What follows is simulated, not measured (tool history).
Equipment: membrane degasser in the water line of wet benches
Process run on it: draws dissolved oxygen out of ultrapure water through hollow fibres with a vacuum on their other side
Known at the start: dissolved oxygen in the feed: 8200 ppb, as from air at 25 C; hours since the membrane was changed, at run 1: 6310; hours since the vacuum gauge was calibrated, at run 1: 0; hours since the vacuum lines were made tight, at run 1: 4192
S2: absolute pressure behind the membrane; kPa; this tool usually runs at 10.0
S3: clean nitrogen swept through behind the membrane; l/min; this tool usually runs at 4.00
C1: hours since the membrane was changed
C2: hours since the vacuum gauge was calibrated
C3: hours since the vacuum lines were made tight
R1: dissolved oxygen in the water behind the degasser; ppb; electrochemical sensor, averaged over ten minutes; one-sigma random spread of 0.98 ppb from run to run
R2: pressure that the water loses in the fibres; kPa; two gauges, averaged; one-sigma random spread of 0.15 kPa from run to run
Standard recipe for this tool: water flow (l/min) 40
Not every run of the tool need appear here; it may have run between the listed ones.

Run 1, hour 0.0: usual settings; C1 6310; C2 0; C3 4192. Result: R1 176.2 ppb, R2 27.21 kPa.
Run 2, hour 103.3: usual settings; C1 6414; C2 103; C3 4295. Result: R1 175.9 ppb, R2 27.42 kPa.
Run 3, hour 171.9: usual settings but S3 7.18 l/min; C1 6482; C2 172; C3 4363. Result: R1 107.8 ppb, R2 27.38 kPa.
Run 4, hour 249.0: usual settings but S3 3.40 l/min; C1 6559; C2 249; C3 4441. Result: R1 200.7 ppb, R2 27.23 kPa.
Run 5, hour 408.5: usual settings but water flow (l/min) 58; C1 6719; C2 409; C3 4600. Result: R1 296.5 ppb, R2 39.37 kPa.
Run 6, hour 577.1: usual settings but water flow (l/min) 58; C1 6888; C2 577; C3 4769. Result: R1 298.6 ppb, R2 39.86 kPa.
Run 7, hour 673.5: usual settings but water flow (l/min) 58; C1 6984; C2 674; C3 4865. Result: R1 299.7 ppb, R2 39.87 kPa.
Run 8, hour 754.8: usual settings but water flow (l/min) 58; C1 7065; C2 755; C3 4946. Result: R1 296.3 ppb, R2 39.64 kPa.
Run 9, hour 919.5: usual settings but water flow (l/min) 58; C1 7230; C2 919; C3 5111. Result: R1 295.5 ppb, R2 39.45 kPa.
Run 10, hour 1032.8: usual settings but water flow (l/min) 58; C1 7343; C2 1033; C3 5224. Result: R1 297.3 ppb, R2 39.87 kPa.
Run 11, hour 1167.8: usual settings but water flow (l/min) 58; C1 7478; C2 1168; C3 5359. Result: R1 297.6 ppb, R2 39.71 kPa.
Run 12, hour 1258.2: usual settings but S2 10.8 kPa; C1 7569; C2 1258; C3 5450. Result: R1 195.3 ppb, R2 27.44 kPa.
Run 13, hour 1415.1: usual settings but S2 10.8 kPa; C1 7726; C2 1415; C3 5607. Result: R1 193.9 ppb, R2 27.26 kPa.
Run 14, hour 1555.2: usual settings but S2 23.0 kPa; C1 7866; C2 1555; C3 5747. Result: R1 463.4 ppb, R2 27.41 kPa.

The next listed run, before its measurement:
Run 15, hour 1667.1: usual settings but S2 23.0 kPa; C1 7978; C2 1667; C3 5859. Result: R1 ?, R2 ?.

Run 15 came out at R1 465.1 ppb, R2 27.27 kPa.
Minus the tool's unlogged condition, the same run would have read R1 458.9 ppb, R2 26.46 kPa.
